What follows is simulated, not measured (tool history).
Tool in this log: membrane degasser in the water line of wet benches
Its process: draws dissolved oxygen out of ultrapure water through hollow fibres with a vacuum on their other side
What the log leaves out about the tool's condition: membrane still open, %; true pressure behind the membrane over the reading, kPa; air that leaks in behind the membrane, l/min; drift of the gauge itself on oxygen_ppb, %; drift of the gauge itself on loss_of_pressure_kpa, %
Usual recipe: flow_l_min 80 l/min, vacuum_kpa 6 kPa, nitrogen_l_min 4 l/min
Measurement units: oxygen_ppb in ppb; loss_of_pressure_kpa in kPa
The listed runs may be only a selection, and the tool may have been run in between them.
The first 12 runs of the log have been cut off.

run    hour  flow_l_min  vacuum_kpa  nitrogen_l_min  hours since the membrane was changed  hours since the vacuum gauge was calibrated  hours since the vacuum lines were made tight  oxygen_ppb  loss_of_pressure_kpa
 13   507.5          80           6               4                                  1493                                         4046                                          5744       134.1                 68.48
 14   539.1          80         7.9               4                                  1525                                         4078                                          5775         216                  68.1
 15   575.6          80           6            4.14                                  1561                                         4114                                          5812       132.2                 68.34
 16   601.4          80           6            4.14                                  1587                                         4140                                          5838       132.9                 67.81
 17   645.4          80           6           10.26                                  1631                                         4184                                          5882        60.2                 68.02
 18   676.7         127           6               4                                  1662                                         4216                                          5913       212.1                108.33
 19   704.9          83        14.8            3.44                                  1690                                         4244                                          5941       589.9                 70.93
        710  -- vacuum gauge calibrated
 20   733.1          60        3.67               4                                  1718                                           23                                          5969        25.1                 51.47
 21     789          84        4.95           10.29                                  1774                                           79                                          6025        45.1                 71.85
 22   818.6          84        4.95           10.29                                  1804                                          109                                          6054        44.8                 71.83
      837.9  -- vacuum gauge calibrated, once more
 23   860.5          84        4.95           10.29                                  1845                                           23                                          6096        40.3                 71.55
 24   885.1         122        4.21            5.42                                  1870                                           47                                          6120        71.5                104.33
 25     908         122        4.77            1.86                                  1892                                           70                                          6143       197.7                104.34
 26   948.2          70       13.04               4                                  1933                                          110                                          6183       379.1                  59.8
 27     998          54        8.01            5.32                                  1982                                          160                                          6233       115.8                 46.11
 28  1043.3          80         5.1            6.27                                  2028                                          205                                          6278        61.6                 68.66
 29  1091.6          63        5.34           10.17                                  2076                                          254                                          6327        34.4                 53.96
 30  1116.1          60           6               4                                  2101                                          278                                          6351        97.6                 51.44
 31  1152.8          60           6               4                                  2137                                          315                                          6388        98.4                 51.72

Consider 5 possible next runs. They are alternatives, not a sequence: every one starts from the tool as it was left by run 31. What does each give?
  A  1179.4          60        6.41            1.88                                  2164                                          341                                          6415           ?                     ?
  B  1179.4          91        4.75               4                                  2164                                          341                                          6415           ?                     ?
  C  1179.4          53        5.08            6.75                                  2164                                          341                                          6415           ?                     ?
  D  1179.4          52         7.3               4                                  2164                                          341                                          6415           ?                     ?
  E  1179.4          62         6.3            6.44                                  2164                                          341                                          6415           ?                     ?

run  oxygen_ppb  loss_of_pressure_kpa
  A       211.6                 51.25
  B        85.8                 78.44
  C        36.8                 45.48
  D       124.3                 44.36
  E        72.7                 53.04
Stripped of hidden state, with their random variation kept, the same runs would have yielded:
run  oxygen_ppb  loss_of_pressure_kpa
  A       211.1                 50.19
  B        84.8                 76.83
  C        36.2                 44.55
  D       122.8                 43.44
  E        71.7                 51.95

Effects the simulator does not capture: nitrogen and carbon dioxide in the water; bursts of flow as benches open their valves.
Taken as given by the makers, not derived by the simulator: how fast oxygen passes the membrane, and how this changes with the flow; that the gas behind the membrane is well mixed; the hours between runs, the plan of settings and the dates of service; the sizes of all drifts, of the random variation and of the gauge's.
